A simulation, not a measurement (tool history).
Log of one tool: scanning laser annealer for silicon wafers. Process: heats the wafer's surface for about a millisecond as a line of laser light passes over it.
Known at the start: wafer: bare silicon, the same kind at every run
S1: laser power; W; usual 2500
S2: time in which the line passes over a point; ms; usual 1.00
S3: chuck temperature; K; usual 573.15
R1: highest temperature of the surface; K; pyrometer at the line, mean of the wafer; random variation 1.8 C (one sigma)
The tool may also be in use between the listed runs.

| run | hour | S1 | S2 | S3 | R1 |
|---|---|---|---|---|---|
| 1 | 0.0 | 2500 | 1.00 | 573.15 | 1295.15 |
| 2 | 46.9 | 2500 | 1.00 | 573.15 | 1297.15 |
| 3 | 76.7 | 2500 | 1.00 | 573.15 | 1295.15 |
|  | 103.3 | optics aligned, line set to its width |
| 4 | 121.5 | 2252 | 1.00 | 573.15 | 1231.15 |
| 5 | 163.5 | 2569 | 1.00 | 573.15 | 1322.15 |
| 6 | 190.4 | 2720 | 0.78 | 544.15 | 1246.15 |
| 7 | 227.1 | 2720 | 0.78 | 544.15 | 1244.15 |
| 8 | 251.1 | 2500 | 1.21 | 589.15 | 1385.15 |
| 9 | 282.9 | 2500 | 1.21 | 589.15 | 1386.15 |
| 10 | 320.5 | 2500 | 0.86 | 573.15 | 1245.15 |

Forecast each of these 4 alternatives for the next run:
| A | 365.5 | 2485 | 1.00 | 565.15 | ? |
| B | 365.5 | 2543 | 0.92 | 538.15 | ? |
| C | 365.5 | 2399 | 1.01 | 540.15 | ? |
| D | 365.5 | 2492 | 0.75 | 534.15 | ? |

| run | R1 |
|---|---|
| A | 1282.15 |
| B | 1244.15 |
| C | 1237.15 |
| D | 1164.15 |
Without the tool's hidden state the same runs would have given:
| run | R1 |
|---|---|
| A | 1302.15 |
| B | 1264.15 |
| C | 1257.15 |
| D | 1181.15 |

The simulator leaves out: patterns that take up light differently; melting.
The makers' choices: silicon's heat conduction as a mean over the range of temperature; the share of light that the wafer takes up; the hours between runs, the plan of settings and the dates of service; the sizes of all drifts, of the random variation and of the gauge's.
